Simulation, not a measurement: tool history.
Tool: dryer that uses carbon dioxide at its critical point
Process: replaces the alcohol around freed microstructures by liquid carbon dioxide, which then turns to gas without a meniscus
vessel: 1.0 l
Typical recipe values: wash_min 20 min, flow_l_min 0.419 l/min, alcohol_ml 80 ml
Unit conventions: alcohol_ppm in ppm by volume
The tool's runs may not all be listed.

run	hour	wash_min	flow_l_min	alcohol_ml	alcohol_ppm
1	0.0	20	0.419	80	358
2	32.3	20	0.419	80	367
3	78.0	20	0.419	80	399
4	121.8	20	0.419	80	422
5	159.9	20	0.253	80	3066
6	226.5	20	0.253	80	3268
7	270.7	20	0.253	80	3267
8	318.1	20	0.419	80	524
# hour 341.4: inlet filter changed
9	361.7	19	0.419	80	439
10	420.7	19	0.419	80	451
# hour 427.4: purifier's bed changed
11	463.2	20	0.375	80	438
12	500.2	20	0.375	80	457
13	560.9	20	0.375	80	500
14	612.8	20	0.375	80	520
15	660.8	20	0.375	80	565
16	719.7	20	0.419	80	356
17	777.5	20	0.419	80	388
18	846.6	20	0.419	80	427
# hour 854.1: inlet filter changed
19	906.2	20	0.419	97	330
20	955.8	20	0.419	97	365
21	1007.7	23	0.469	97	143
22	1058.4	19	0.299	54	1257
23	1086.8	20	0.419	51	260
24	1124.0	18	0.370	60	793
25	1182.5	15	0.550	74	384

Predict the results of run 26:
26	1214.1	32	0.492	80	?

alcohol_ppm: 132 ppm by volume
Without the tool's hidden state the same run would have given alcohol_ppm 19 ppm by volume.

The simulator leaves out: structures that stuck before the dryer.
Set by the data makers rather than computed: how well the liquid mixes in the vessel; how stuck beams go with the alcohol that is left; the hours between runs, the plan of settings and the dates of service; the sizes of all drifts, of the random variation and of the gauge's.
